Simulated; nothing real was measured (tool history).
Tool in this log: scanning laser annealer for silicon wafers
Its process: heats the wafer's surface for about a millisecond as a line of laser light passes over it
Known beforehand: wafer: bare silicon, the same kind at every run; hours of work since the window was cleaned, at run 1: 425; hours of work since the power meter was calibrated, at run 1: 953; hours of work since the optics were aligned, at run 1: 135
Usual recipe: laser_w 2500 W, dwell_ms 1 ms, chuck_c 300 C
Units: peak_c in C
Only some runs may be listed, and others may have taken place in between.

run    hour  laser_w  dwell_ms  chuck_c  hours of work since the window was cleaned  hours of work since the power meter was calibrated  hours of work since the optics were aligned  peak_c
  1       0     2500         1      300                                         425                                                 953                                          135     987
  2    65.9     2500         1      287                                         460                                                 987                                          170     977
  3   105.7     2500         1      330                                         480                                                1008                                          191    1012
  4   203.5     2500         1      330                                         531                                                1059                                          242    1013
  5   273.1     2500         1      300                                         568                                                1095                                          278     981
  6   359.4     2500         1      300                                         613                                                1140                                          323     979
  7   427.4     2500      0.83      300                                         648                                                1176                                          358     900
      444.8  -- window over the wafer cleaned
  8   503.3     2500      0.75      300                                          31                                                1214                                          397     899
  9   593.7     2500      0.75      300                                          78                                                1262                                          444     898
 10   660.5     2748      0.76      300                                         113                                                1296                                          479     977
 11   730.5     2321      0.72      334                                         149                                                1333                                          516     864
 12   778.8     2671      1.02      301                                         174                                                1358                                          541    1076
 13   840.2     2500      1.07      300                                         206                                                1390                                          573    1030
 14   900.8     2500      1.07      300                                         238                                                1422                                          605    1028
 15     989     2609         1      294                                         284                                                1468                                          651    1027
 16  1031.5     2500         1      303                                         306                                                1490                                          673     997
 17  1086.3     2500         1      303                                         335                                                1519                                          701     994

4 ways to go on from here, each from the tool as it stands after run 17. What would each give?
  A  1165.6     2233      0.89      317                                         376                                                1560                                          743       ?
  B  1165.6     2694      0.86      266                                         376                                                1560                                          743       ?
  C  1165.6     2500      0.97      300                                         376                                                1560                                          743       ?
  D  1165.6     2227      0.77      277                                         376                                                1560                                          743       ?

run  peak_c
  A     876
  B     963
  C     974
  D     784
Had the tool no hidden state, the same runs would have come out as:
run  peak_c
  A     902
  B     995
  C    1005
  D     807

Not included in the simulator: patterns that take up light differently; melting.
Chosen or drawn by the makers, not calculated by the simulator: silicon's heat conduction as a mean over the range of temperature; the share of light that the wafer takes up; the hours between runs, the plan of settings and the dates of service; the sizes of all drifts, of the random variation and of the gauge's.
